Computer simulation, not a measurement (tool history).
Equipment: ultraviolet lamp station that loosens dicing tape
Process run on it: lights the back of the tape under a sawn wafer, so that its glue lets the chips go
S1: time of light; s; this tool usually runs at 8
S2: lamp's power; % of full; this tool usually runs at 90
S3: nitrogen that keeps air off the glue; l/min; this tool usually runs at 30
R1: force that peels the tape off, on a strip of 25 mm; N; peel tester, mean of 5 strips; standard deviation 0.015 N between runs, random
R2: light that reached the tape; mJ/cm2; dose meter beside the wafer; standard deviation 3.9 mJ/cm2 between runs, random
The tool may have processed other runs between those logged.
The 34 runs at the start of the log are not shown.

Run 35, hour 1491.7: usual settings but S3 27 l/min. Result: R1 0.775 N, R2 676 mJ/cm2.
Run 36, hour 1549: usual settings but S1 7 s, S2 86 % of full, S3 17 l/min. Result: R1 1.422 N, R2 559 mJ/cm2.
Run 37, hour 1610.2: usual settings but S1 7 s, S2 87 % of full, S3 17 l/min. Result: R1 1.397 N, R2 571 mJ/cm2.
Run 38, hour 1669.6: usual settings but S1 7 s, S2 87 % of full, S3 17 l/min. Result: R1 1.36 N, R2 570 mJ/cm2.
At hour 1702.2: window cleaned of glue's vapour.
Run 39, hour 1732.5: usual settings but S1 7 s, S2 69 % of full, S3 17 l/min. Result: R1 1.856 N, R2 454 mJ/cm2.
Run 40, hour 1772.7: usual settings but S1 7 s, S2 69 % of full, S3 17 l/min. Result: R1 1.9 N, R2 457 mJ/cm2.
Run 41, hour 1832.7: usual settings but S2 65 % of full. Result: R1 1.234 N, R2 496 mJ/cm2.
At hour 1859.8: lamp changed.
Run 42, hour 1876: usual settings but S2 61 % of full, S3 10 l/min. Result: R1 2.405 N, R2 464 mJ/cm2.
Run 43, hour 1925.9: usual settings but S2 65 % of full, S3 10 l/min. Result: R1 2.27 N, R2 493 mJ/cm2.
Run 44, hour 1963.2: usual settings but S1 9 s, S2 99 % of full, S3 41 l/min. Result: R1 0.396 N, R2 850 mJ/cm2.

Consider 3 possible next runs. They are alternatives, not a sequence: every one starts from the tool as it was left by run 44. What does each give?
Run A, hour 2012.1: usual settings but S1 14 s, S2 84 % of full, S3 41 l/min. Result: R1 ?, R2 ?.
Run B, hour 2012.1: usual settings but S1 9 s, S2 71 % of full, S3 9 l/min. Result: R1 ?, R2 ?.
Run C, hour 2012.1: usual settings but S1 12 s, S3 19 l/min. Result: R1 ?, R2 ?.

run     R1    R2
  A  0.295  1123
  B  1.871   612
  C  0.505  1027
Had the tool no hidden state, the same runs would have come out as:
run     R1    R2
  A  0.295  1095
  B   1.87   596
  C  0.505  1001
